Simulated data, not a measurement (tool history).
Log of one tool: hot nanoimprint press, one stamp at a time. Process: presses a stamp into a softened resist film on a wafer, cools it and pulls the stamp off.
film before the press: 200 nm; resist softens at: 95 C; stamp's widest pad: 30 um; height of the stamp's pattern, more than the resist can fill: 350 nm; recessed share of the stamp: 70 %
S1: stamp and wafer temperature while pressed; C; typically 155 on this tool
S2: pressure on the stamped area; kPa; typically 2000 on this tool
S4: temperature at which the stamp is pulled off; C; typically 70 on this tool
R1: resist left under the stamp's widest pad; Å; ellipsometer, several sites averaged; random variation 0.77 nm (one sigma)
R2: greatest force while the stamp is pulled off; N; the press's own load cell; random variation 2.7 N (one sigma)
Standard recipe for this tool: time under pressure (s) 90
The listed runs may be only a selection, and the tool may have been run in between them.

run 1 hour=0 | S1=155 S2=2000 time_under_pressure_(s)=90 S4=70 | R1=1006 R2=159
run 2 hour=31.1 | S1=155 S2=2000 time_under_pressure_(s)=90 S4=70 | R1=1002 R2=154
run 3 hour=97.6 | S1=155 S2=2000 time_under_pressure_(s)=52 S4=70 | R1=1213 R2=156
run 4 hour=156.2 | S1=155 S2=2000 time_under_pressure_(s)=156 S4=70 | R1=848 R2=168
run 5 hour=208.5 | S1=155 S2=2000 time_under_pressure_(s)=156 S4=70 | R1=865 R2=164
run 6 hour=262.2 | S1=155 S2=2000 time_under_pressure_(s)=156 S4=70 | R1=861 R2=169
run 7 hour=291.1 | S1=155 S2=2000 time_under_pressure_(s)=156 S4=70 | R1=872 R2=171
run 8 hour=340.1 | S1=155 S2=2000 time_under_pressure_(s)=156 S4=70 | R1=872 R2=176
-- hour=345.9 plate thermocouple calibrated
run 9 hour=411 | S1=155 S2=2000 time_under_pressure_(s)=90 S4=70 | R1=1081 R2=180
run 10 hour=447 | S1=155 S2=2000 time_under_pressure_(s)=90 S4=70 | R1=1100 R2=175
run 11 hour=501.7 | S1=155 S2=2000 time_under_pressure_(s)=90 S4=70 | R1=1107 R2=177
-- hour=531.1 stamp cleaned and given a new release coat
run 12 hour=565.8 | S1=155 S2=2000 time_under_pressure_(s)=90 S4=70 | R1=1111 R2=156
run 13 hour=626.6 | S1=155 S2=2000 time_under_pressure_(s)=90 S4=70 | R1=1141 R2=164
-- hour=669.2 plate thermocouple calibrated, once more
run 14 hour=672 | S1=155 S2=2000 time_under_pressure_(s)=90 S4=70 | R1=1022 R2=165
run 15 hour=725 | S1=155 S2=2000 time_under_pressure_(s)=90 S4=70 | R1=1026 R2=169
run 16 hour=770.3 | S1=155 S2=2000 time_under_pressure_(s)=90 S4=76 | R1=1031 R2=161
run 17 hour=830.9 | S1=155 S2=2000 time_under_pressure_(s)=90 S4=76 | R1=1034 R2=160
-- hour=894.6 press's hydraulic seals changed and the load cell set to zero
run 18 hour=902.6 | S1=155 S2=1560 time_under_pressure_(s)=104 S4=68 | R1=1084 R2=177
run 19 hour=962.4 | S1=161 S2=2000 time_under_pressure_(s)=90 S4=63 | R1=736 R2=187
run 20 hour=1020 | S1=155 S2=1460 time_under_pressure_(s)=84 S4=70 | R1=1181 R2=184
-- hour=1071.5 stamp cleaned and given a new release coat
run 21 hour=1073.5 | S1=155 S2=1730 time_under_pressure_(s)=90 S4=64 | R1=1092 R2=172
run 22 hour=1136.3 | S1=155 S2=2000 time_under_pressure_(s)=54 S4=70 | R1=1209 R2=162
run 23 hour=1189.3 | S1=155 S2=2000 time_under_pressure_(s)=54 S4=70 | R1=1233 R2=159
run 24 hour=1226.2 | S1=148 S2=1840 time_under_pressure_(s)=83 S4=70 | R1=1541 R2=166
run 25 hour=1278 | S1=156 S2=1840 time_under_pressure_(s)=83 S4=70 | R1=1082 R2=168
-- hour=1311.7 plate thermocouple calibrated
run 26 hour=1340 | S1=155 S2=1360 time_under_pressure_(s)=116 S4=62 | R1=1086 R2=177
run 27 hour=1401.8 | S1=144 S2=1430 time_under_pressure_(s)=60 S4=74 | R1=1817 R2=166
run 28 hour=1463.6 | S1=150 S2=2270 time_under_pressure_(s)=57 S4=60 | R1=1383 R2=190
run 29 hour=1494.9 | S1=143 S2=2230 time_under_pressure_(s)=90 S4=70 | R1=1647 R2=177

For some of the steps in R1 from one run to the next: how much would appear even if the tool had no hidden state, given the settings, what came in and random variation, and how much remains for the hidden state plus any gauge scatter that the measured result and the result without hidden state don't share?
Unlogged tool condition in this case: true temperature over the reading, C; pressure that arrives at the usual setting, %; grip of the stamp's worn release coat, % over a new coat's; drift of the gauge itself on residual_nm, %; drift of the gauge itself on pull_off_n, %.
Run 13 -> 14: plate thermocouple calibrated, once more. R1 -119 Å: hidden state -126, all else +7.
Run 24 -> 25: S1 148 -> 156. R1 -459 Å: hidden state +4, all else -463.
Run 25 -> 26: S1 156 -> 155, S2 1840 -> 1360, time under pressure (s) 83 -> 116, S4 70 -> 62, plate thermocouple calibrated. R1 +4 Å: hidden state -75, all else +79.
Run 26 -> 27: S1 155 -> 144, S2 1360 -> 1430, time under pressure (s) 116 -> 60, S4 62 -> 74. R1 +731 Å: hidden state +0, all else +731.
